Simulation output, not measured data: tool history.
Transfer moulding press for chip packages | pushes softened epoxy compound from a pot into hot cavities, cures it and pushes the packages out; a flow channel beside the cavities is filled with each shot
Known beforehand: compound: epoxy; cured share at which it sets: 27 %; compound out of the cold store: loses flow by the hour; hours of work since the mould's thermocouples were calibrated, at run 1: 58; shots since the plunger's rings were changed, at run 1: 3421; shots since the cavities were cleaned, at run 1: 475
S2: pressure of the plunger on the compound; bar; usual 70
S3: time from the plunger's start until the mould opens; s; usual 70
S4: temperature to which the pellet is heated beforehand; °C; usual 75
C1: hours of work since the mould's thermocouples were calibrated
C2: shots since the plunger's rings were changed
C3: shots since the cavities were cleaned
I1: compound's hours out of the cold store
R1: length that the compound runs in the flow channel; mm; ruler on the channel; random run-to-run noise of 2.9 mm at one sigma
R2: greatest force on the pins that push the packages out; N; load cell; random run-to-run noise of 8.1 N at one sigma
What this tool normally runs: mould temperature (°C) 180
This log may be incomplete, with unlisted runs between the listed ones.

{"run": 1, "hour": 0.0, "mould temperature (°C)": 180, "S2": 70, "S3": 70, "S4": 75, "C1": 58, "C2": 3421, "C3": 475, "I1": 15.6, "R1": 737, "R2": 365}
{"hour": 6.0, "done": "cavities cleaned with cleaning compound and waxed"}
{"run": 2, "hour": 13.5, "mould temperature (°C)": 180, "S2": 72.6, "S3": 70, "S4": 75, "C1": 64, "C2": 3579, "C3": 98, "I1": 19.5, "R1": 731, "R2": 359}
{"run": 3, "hour": 27.7, "mould temperature (°C)": 180, "S2": 57.2, "S3": 70, "S4": 75, "C1": 71, "C2": 3766, "C3": 285, "I1": 8.8, "R1": 684, "R2": 367}
{"run": 4, "hour": 38.0, "mould temperature (°C)": 177, "S2": 70, "S3": 70, "S4": 75, "C1": 76, "C2": 3903, "C3": 422, "I1": 32.6, "R1": 669, "R2": 424}
{"run": 5, "hour": 45.5, "mould temperature (°C)": 180, "S2": 70, "S3": 81, "S4": 75, "C1": 79, "C2": 4001, "C3": 520, "I1": 12.6, "R1": 746, "R2": 317}
{"hour": 47.9, "done": "cavities cleaned with cleaning compound and waxed"}
{"run": 6, "hour": 54.9, "mould temperature (°C)": 180, "S2": 70, "S3": 81, "S4": 75, "C1": 83, "C2": 4105, "C3": 92, "I1": 40.7, "R1": 638, "R2": 312}
{"run": 7, "hour": 64.4, "mould temperature (°C)": 180, "S2": 70, "S3": 81, "S4": 75, "C1": 88, "C2": 4230, "C3": 217, "I1": 36.6, "R1": 656, "R2": 323}
{"run": 8, "hour": 74.5, "mould temperature (°C)": 180, "S2": 70, "S3": 81, "S4": 75, "C1": 93, "C2": 4364, "C3": 351, "I1": 8.1, "R1": 761, "R2": 317}
{"hour": 89.3, "done": "cavities cleaned with cleaning compound and waxed"}
{"run": 9, "hour": 89.8, "mould temperature (°C)": 180, "S2": 70, "S3": 81, "S4": 75, "C1": 99, "C2": 4546, "C3": 7, "I1": 29.7, "R1": 676, "R2": 321}
{"hour": 104.7, "done": "plunger's sealing rings changed"}
{"run": 10, "hour": 109.3, "mould temperature (°C)": 180, "S2": 70, "S3": 69, "S4": 75, "C1": 108, "C2": 60, "C3": 230, "I1": 12, "R1": 746, "R2": 374}
{"run": 11, "hour": 116.8, "mould temperature (°C)": 180, "S2": 70, "S3": 69, "S4": 75, "C1": 111, "C2": 159, "C3": 329, "I1": 40.1, "R1": 639, "R2": 358}
{"run": 12, "hour": 129.9, "mould temperature (°C)": 180, "S2": 70, "S3": 70, "S4": 75, "C1": 118, "C2": 332, "C3": 502, "I1": 35.4, "R1": 659, "R2": 355}
{"hour": 133.3, "done": "cavities cleaned with cleaning compound and waxed"}
{"run": 13, "hour": 142.1, "mould temperature (°C)": 186, "S2": 70, "S3": 70, "S4": 72, "C1": 123, "C2": 473, "C3": 116, "I1": 32.6, "R1": 656, "R2": 306}
{"run": 14, "hour": 153.8, "mould temperature (°C)": 175, "S2": 87.9, "S3": 61, "S4": 81, "C1": 129, "C2": 628, "C3": 271, "I1": 8.9, "R1": 865, "R2": 731}
{"run": 15, "hour": 163.8, "mould temperature (°C)": 184, "S2": 80, "S3": 70, "S4": 75, "C1": 133, "C2": 760, "C3": 403, "I1": 42.9, "R1": 662, "R2": 321}
{"hour": 175.4, "done": "cavities cleaned with cleaning compound and waxed"}
{"run": 16, "hour": 179.8, "mould temperature (°C)": 180, "S2": 62.3, "S3": 59, "S4": 72, "C1": 140, "C2": 949, "C3": 57, "I1": 16.4, "R1": 688, "R2": 520}
{"run": 17, "hour": 195.9, "mould temperature (°C)": 180, "S2": 65.3, "S3": 52, "S4": 73, "C1": 148, "C2": 1162, "C3": 270, "I1": 37.7, "R1": 625, "R2": 634}
{"run": 18, "hour": 206.2, "mould temperature (°C)": 180, "S2": 65.3, "S3": 52, "S4": 73, "C1": 153, "C2": 1298, "C3": 406, "I1": 45.9, "R1": 598, "R2": 612}
{"hour": 217.4, "done": "cavities cleaned with cleaning compound and waxed"}
{"run": 19, "hour": 221.5, "mould temperature (°C)": 182, "S2": 53, "S3": 60, "S4": 75, "C1": 160, "C2": 1479, "C3": 53, "I1": 10.9, "R1": 645, "R2": 435}
{"run": 20, "hour": 235.3, "mould temperature (°C)": 182, "S2": 53, "S3": 54, "S4": 72, "C1": 167, "C2": 1662, "C3": 236, "I1": 22.9, "R1": 605, "R2": 534}
{"run": 21, "hour": 247.4, "mould temperature (°C)": 182, "S2": 71.7, "S3": 54, "S4": 72, "C1": 172, "C2": 1821, "C3": 395, "I1": 46, "R1": 621, "R2": 488}
{"hour": 260.1, "done": "cavities cleaned with cleaning compound and waxed"}
{"run": 22, "hour": 264.8, "mould temperature (°C)": 185, "S2": 70, "S3": 61, "S4": 75, "C1": 180, "C2": 2030, "C3": 62, "I1": 26, "R1": 677, "R2": 345}
{"run": 23, "hour": 281.8, "mould temperature (°C)": 177, "S2": 62.4, "S3": 105, "S4": 73, "C1": 188, "C2": 2255, "C3": 287, "I1": 27.4, "R1": 655, "R2": 303}

Consider 4 possible next runs. They are alternatives, not a sequence: every one starts from the tool as it was left by run 23. What does each give?
{"run": "A", "hour": 293.7, "mould temperature (°C)": 183, "S2": 62.4, "S3": 105, "S4": 73, "C1": 194, "C2": 2412, "C3": 444, "I1": 38.1, "R1": "?", "R2": "?"}
{"run": "B", "hour": 293.7, "mould temperature (°C)": 173, "S2": 62.4, "S3": 100, "S4": 73, "C1": 194, "C2": 2412, "C3": 444, "I1": 40.1, "R1": "?", "R2": "?"}
{"run": "C", "hour": 293.7, "mould temperature (°C)": 177, "S2": 83.6, "S3": 78, "S4": 73, "C1": 194, "C2": 2412, "C3": 444, "I1": 19.2, "R1": "?", "R2": "?"}
{"run": "D", "hour": 293.7, "mould temperature (°C)": 180, "S2": 72.2, "S3": 70, "S4": 77, "C1": 194, "C2": 2412, "C3": 444, "I1": 37.7, "R1": "?", "R2": "?"}

run=A R1=605 R2=303
run=B R1=625 R2=325
run=C R1=793 R2=355
run=D R1=655 R2=338
Without the tool's hidden state the same runs would have given:
run=A R1=606 R2=299
run=B R1=626 R2=321
run=C R1=795 R2=350
run=D R1=656 R2=334
